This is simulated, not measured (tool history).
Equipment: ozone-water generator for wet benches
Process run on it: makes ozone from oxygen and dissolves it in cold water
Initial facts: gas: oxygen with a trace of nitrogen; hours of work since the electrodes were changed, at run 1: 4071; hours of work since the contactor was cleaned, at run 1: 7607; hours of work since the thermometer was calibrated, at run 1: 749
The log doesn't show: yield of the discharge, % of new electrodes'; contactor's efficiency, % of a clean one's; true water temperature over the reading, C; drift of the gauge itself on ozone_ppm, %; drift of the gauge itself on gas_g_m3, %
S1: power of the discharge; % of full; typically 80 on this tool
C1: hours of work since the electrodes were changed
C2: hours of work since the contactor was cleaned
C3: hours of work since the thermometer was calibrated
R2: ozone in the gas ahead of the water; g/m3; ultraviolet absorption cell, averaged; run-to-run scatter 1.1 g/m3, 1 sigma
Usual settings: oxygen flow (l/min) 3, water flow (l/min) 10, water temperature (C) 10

run 1 hour=0 | S1=80 oxygen_flow_(l/min)=3 water_flow_(l/min)=10 water_temperature_(C)=10 | C1=4071 C2=7607 C3=749 | dissolved_ozone_(ppm)=19.9 R2=180.8
run 2 hour=91.4 | S1=80 oxygen_flow_(l/min)=3 water_flow_(l/min)=10 water_temperature_(C)=10 | C1=4138 C2=7675 C3=817 | dissolved_ozone_(ppm)=20 R2=181.2
run 3 hour=229.4 | S1=80 oxygen_flow_(l/min)=4.11 water_flow_(l/min)=10 water_temperature_(C)=10 | C1=4240 C2=7777 C3=919 | dissolved_ozone_(ppm)=21.1 R2=163.8
run 4 hour=332.8 | S1=80 oxygen_flow_(l/min)=4.11 water_flow_(l/min)=10 water_temperature_(C)=10 | C1=4316 C2=7853 C3=995 | dissolved_ozone_(ppm)=20.9 R2=162.1
run 5 hour=413.1 | S1=80 oxygen_flow_(l/min)=4.11 water_flow_(l/min)=10 water_temperature_(C)=10 | C1=4375 C2=7912 C3=1054 | dissolved_ozone_(ppm)=21 R2=163.8
run 6 hour=503.5 | S1=80 oxygen_flow_(l/min)=4.11 water_flow_(l/min)=10 water_temperature_(C)=10 | C1=4442 C2=7979 C3=1121 | dissolved_ozone_(ppm)=20.6 R2=162.1
run 7 hour=637.3 | S1=80 oxygen_flow_(l/min)=4.11 water_flow_(l/min)=10 water_temperature_(C)=10 | C1=4541 C2=8078 C3=1219 | dissolved_ozone_(ppm)=20.5 R2=162.8
run 8 hour=749 | S1=80 oxygen_flow_(l/min)=3 water_flow_(l/min)=10 water_temperature_(C)=9 | C1=4623 C2=8160 C3=1302 | dissolved_ozone_(ppm)=19.9 R2=182.2
run 9 hour=905.9 | S1=80 oxygen_flow_(l/min)=3 water_flow_(l/min)=10 water_temperature_(C)=9 | C1=4739 C2=8276 C3=1418 | dissolved_ozone_(ppm)=19.8 R2=180.2
run 10 hour=1082.5 | S1=80 oxygen_flow_(l/min)=3 water_flow_(l/min)=10 water_temperature_(C)=9 | C1=4869 C2=8406 C3=1548 | dissolved_ozone_(ppm)=19.7 R2=179.3
run 11 hour=1221.2 | S1=80 oxygen_flow_(l/min)=3 water_flow_(l/min)=15 water_temperature_(C)=9 | C1=4971 C2=8508 C3=1650 | dissolved_ozone_(ppm)=13.5 R2=180
run 12 hour=1388.1 | S1=80 oxygen_flow_(l/min)=3 water_flow_(l/min)=15 water_temperature_(C)=9 | C1=5095 C2=8631 C3=1773 | dissolved_ozone_(ppm)=13.4 R2=180.4
run 13 hour=1565.5 | S1=80 oxygen_flow_(l/min)=3 water_flow_(l/min)=9 water_temperature_(C)=9 | C1=5225 C2=8762 C3=1904 | dissolved_ozone_(ppm)=21.2 R2=179.9
run 14 hour=1726.8 | S1=80 oxygen_flow_(l/min)=3 water_flow_(l/min)=9 water_temperature_(C)=9 | C1=5344 C2=8881 C3=2023 | dissolved_ozone_(ppm)=21.1 R2=176.6
run 15 hour=1864.1 | S1=81 oxygen_flow_(l/min)=5.23 water_flow_(l/min)=10 water_temperature_(C)=6 | C1=5446 C2=8983 C3=2125 | dissolved_ozone_(ppm)=22.9 R2=149
run 16 hour=2017.3 | S1=83 oxygen_flow_(l/min)=2.67 water_flow_(l/min)=12 water_temperature_(C)=9 | C1=5559 C2=9096 C3=2238 | dissolved_ozone_(ppm)=16.3 R2=190.7
run 17 hour=2148.4 | S1=67 oxygen_flow_(l/min)=3 water_flow_(l/min)=10 water_temperature_(C)=10 | C1=5655 C2=9192 C3=2334 | dissolved_ozone_(ppm)=16.1 R2=153.9
run 18 hour=2290.6 | S1=80 oxygen_flow_(l/min)=3 water_flow_(l/min)=7 water_temperature_(C)=15 | C1=5760 C2=9297 C3=2439 | dissolved_ozone_(ppm)=23.2 R2=177.4
run 19 hour=2468.7 | S1=59 oxygen_flow_(l/min)=2.1 water_flow_(l/min)=7 water_temperature_(C)=10 | C1=5892 C2=9429 C3=2571 | dissolved_ozone_(ppm)=18.5 R2=154.8
run 20 hour=2602.2 | S1=45 oxygen_flow_(l/min)=4.33 water_flow_(l/min)=10 water_temperature_(C)=8 | C1=5990 C2=9527 C3=2669 | dissolved_ozone_(ppm)=13 R2=97.2
run 21 hour=2700.2 | S1=80 oxygen_flow_(l/min)=2.41 water_flow_(l/min)=14 water_temperature_(C)=10 | C1=6062 C2=9599 C3=2741 | dissolved_ozone_(ppm)=12.8 R2=188.5
run 22 hour=2873.9 | S1=77 oxygen_flow_(l/min)=3.29 water_flow_(l/min)=14 water_temperature_(C)=7 | C1=6191 C2=9728 C3=2869 | dissolved_ozone_(ppm)=14.3 R2=167.3

What if the next run were any one of these 5? Each begins from the tool's condition after run 22:
run A hour=2976.8 | S1=42 oxygen_flow_(l/min)=1.82 water_flow_(l/min)=10 water_temperature_(C)=10 | C1=6267 C2=9803 C3=2945 | dissolved_ozone_(ppm)=? R2=?
run B hour=2976.8 | S1=77 oxygen_flow_(l/min)=5.06 water_flow_(l/min)=14 water_temperature_(C)=12 | C1=6267 C2=9803 C3=2945 | dissolved_ozone_(ppm)=? R2=?
run C hour=2976.8 | S1=77 oxygen_flow_(l/min)=3.29 water_flow_(l/min)=8 water_temperature_(C)=9 | C1=6267 C2=9803 C3=2945 | dissolved_ozone_(ppm)=? R2=?
run D hour=2976.8 | S1=51 oxygen_flow_(l/min)=3 water_flow_(l/min)=10 water_temperature_(C)=9 | C1=6267 C2=9803 C3=2945 | dissolved_ozone_(ppm)=? R2=?
run E hour=2976.8 | S1=77 oxygen_flow_(l/min)=3.29 water_flow_(l/min)=9 water_temperature_(C)=7 | C1=6267 C2=9803 C3=2945 | dissolved_ozone_(ppm)=? R2=?

run=A dissolved_ozone_(ppm)=9.4 R2=121.4
run=B dissolved_ozone_(ppm)=15.1 R2=140.1
run=C dissolved_ozone_(ppm)=22.2 R2=164.8
run=D dissolved_ozone_(ppm)=12.9 R2=120.1
run=E dissolved_ozone_(ppm)=21.2 R2=164.2
With the hidden condition removed and each run's random variation left untouched, the same runs would have given:
run=A dissolved_ozone_(ppm)=11.2 R2=127.8
run=B dissolved_ozone_(ppm)=18.9 R2=155.1
run=C dissolved_ozone_(ppm)=27.4 R2=182.5
run=D dissolved_ozone_(ppm)=15.5 R2=128.6
run=E dissolved_ozone_(ppm)=26.3 R2=181.7

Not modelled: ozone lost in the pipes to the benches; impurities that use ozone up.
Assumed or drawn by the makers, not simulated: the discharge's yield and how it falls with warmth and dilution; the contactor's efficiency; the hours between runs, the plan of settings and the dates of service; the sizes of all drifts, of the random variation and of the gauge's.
